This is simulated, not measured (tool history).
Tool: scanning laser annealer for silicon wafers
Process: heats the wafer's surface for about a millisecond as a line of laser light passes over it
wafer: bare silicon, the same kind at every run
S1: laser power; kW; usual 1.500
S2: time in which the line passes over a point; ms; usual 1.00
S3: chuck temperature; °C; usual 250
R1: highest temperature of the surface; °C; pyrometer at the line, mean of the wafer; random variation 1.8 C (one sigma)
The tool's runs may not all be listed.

run   hour     S1    S2   S3    R1
  1    0.0  1.500  1.00  250  1047
  2   55.5  1.500  1.03  250  1059
  3   80.6  1.500  1.24  250  1128
  4  139.2  1.500  1.00  250  1044
  5  177.0  1.500  1.00  250  1044
  6  235.0  1.500  1.00  250  1040
  7  275.2  1.500  1.00  250  1038
  8  306.9  1.500  1.00  250  1037
     322.9  -- optics aligned, line set to its width
  9  352.3  1.500  1.00  250  1049
 10  379.4  1.322  1.00  260   946
 11  418.5  1.322  1.00  260   946
 12  455.3  1.540  0.74  260   982
 13  488.5  1.540  0.74  260   979

Forecast each of these 3 alternatives for the next run:
  A  521.4  1.500  1.13  276   ?
  B  521.4  1.574  1.07  255   ?
  C  521.4  1.540  1.06  280   ?

run    R1
  A  1116
  B  1125
  C  1123
Without the tool's hidden state the same runs would have given:
run    R1
  A  1135
  B  1145
  C  1142

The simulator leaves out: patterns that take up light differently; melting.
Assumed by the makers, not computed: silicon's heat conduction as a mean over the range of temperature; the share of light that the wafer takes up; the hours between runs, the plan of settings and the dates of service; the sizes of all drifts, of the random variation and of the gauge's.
